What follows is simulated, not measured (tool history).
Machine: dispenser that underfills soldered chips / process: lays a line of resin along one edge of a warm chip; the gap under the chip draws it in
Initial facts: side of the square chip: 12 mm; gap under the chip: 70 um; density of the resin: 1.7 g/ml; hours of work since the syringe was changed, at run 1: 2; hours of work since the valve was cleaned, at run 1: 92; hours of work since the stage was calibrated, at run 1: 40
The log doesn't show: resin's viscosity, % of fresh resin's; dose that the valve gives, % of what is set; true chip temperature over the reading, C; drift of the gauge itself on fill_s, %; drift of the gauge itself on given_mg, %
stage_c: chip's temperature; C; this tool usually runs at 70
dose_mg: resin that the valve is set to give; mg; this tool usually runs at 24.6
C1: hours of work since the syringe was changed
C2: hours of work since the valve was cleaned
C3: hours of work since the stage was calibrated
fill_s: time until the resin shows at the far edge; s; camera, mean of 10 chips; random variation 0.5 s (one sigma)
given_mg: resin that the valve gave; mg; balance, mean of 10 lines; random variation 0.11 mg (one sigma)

Run 1, hour 0: usual settings; C1 2; C2 92; C3 40. Result: fill_s 45.8 s, given_mg 22.26 mg.
At hour 10.7: new syringe of resin.
Run 2, hour 11.6: usual settings; C1 1; C2 99; C3 47. Result: fill_s 43.4 s, given_mg 22.11 mg.
At hour 13.4: dispensing valve cleaned and set on the balance.
Run 3, hour 20.3: usual settings; C1 5; C2 4; C3 52. Result: fill_s 51.8 s, given_mg 24.36 mg.
At hour 25.7: new syringe of resin.
Run 4, hour 28.1: usual settings; C1 1; C2 9; C3 57. Result: fill_s 43.5 s, given_mg 24.41 mg.
At hour 39.3: new syringe of resin.
Run 5, hour 42.4: usual settings; C1 2; C2 17; C3 65. Result: fill_s 44.8 s, given_mg 24.15 mg.
Run 6, hour 50.8: usual settings but dose_mg 28.9 mg; C1 7; C2 23; C3 70. Result: fill_s 54.2 s, given_mg 28.29 mg.
At hour 53: new syringe of resin.
Run 7, hour 65.9: usual settings but dose_mg 28.9 mg; C1 8; C2 32; C3 79. Result: fill_s 56.5 s, given_mg 28.18 mg.
At hour 67.4: new syringe of resin.
At hour 80.9: new syringe of resin.
Run 8, hour 81.5: usual settings but dose_mg 28.9 mg; C1 0; C2 41; C3 89. Result: fill_s 40.8 s, given_mg 27.71 mg.
At hour 94.7: new syringe of resin.
Run 9, hour 98.1: usual settings but dose_mg 23.3 mg; C1 2; C2 51; C3 99. Result: fill_s 45.9 s, given_mg 21.96 mg.
At hour 108.1: new syringe of resin.
Run 10, hour 114.6: usual settings but dose_mg 30.8 mg; C1 4; C2 61; C3 109. Result: fill_s 47.6 s, given_mg 28.85 mg.
At hour 121.8: new syringe of resin.
Run 11, hour 125.5: usual settings but dose_mg 30.8 mg; C1 2; C2 68; C3 115. Result: fill_s 41.5 s, given_mg 28.71 mg.
Run 12, hour 134.1: usual settings but dose_mg 30.8 mg; C1 8; C2 73; C3 121. Result: fill_s 55.7 s, given_mg 28.45 mg.
At hour 135.5: new syringe of resin.
Run 13, hour 146.7: usual settings but dose_mg 30.8 mg; C1 7; C2 80; C3 128. Result: fill_s 54.7 s, given_mg 28.33 mg.
At hour 149.4: new syringe of resin.
Run 14, hour 162: usual settings but stage_c 62 C, dose_mg 21.2 mg; C1 8; C2 90; C3 137. Result: fill_s 89.3 s, given_mg 19.29 mg.
At hour 163.1: new syringe of resin.
At hour 176.5: new syringe of resin.
Run 15, hour 176.5: usual settings but stage_c 62 C, dose_mg 32 mg; C1 0; C2 98; C3 146. Result: fill_s 54.4 s, given_mg 28.87 mg.
At hour 179.1: dispensing valve cleaned and set on the balance.
Run 16, hour 186.6: usual settings but stage_c 74 C, dose_mg 23.9 mg; C1 6; C2 5; C3 152. Result: fill_s 44.2 s, given_mg 23.9 mg.
At hour 190.7: new syringe of resin.
Run 17, hour 194.2: usual settings but stage_c 80 C, dose_mg 21.2 mg; C1 2; C2 9; C3 156. Result: fill_s 29.5 s, given_mg 21.05 mg.
At hour 204.5: new syringe of resin.
Run 18, hour 204.8: usual settings but stage_c 83 C, dose_mg 22.1 mg; C1 0; C2 15; C3 162. Result: fill_s 24.4 s, given_mg 21.78 mg.

Below, some changes in fill_s between adjacent runs. For each, the amount present without the hidden state too (settings, incoming material, random variation) and the amount remaining for the hidden state with gauge scatter not shared by both compared results:
Run 14 -> 15: dose_mg 21.2 -> 32, new syringe of resin, new syringe of resin. fill_s -34.9 s: hidden state -30.2, all else -4.7.
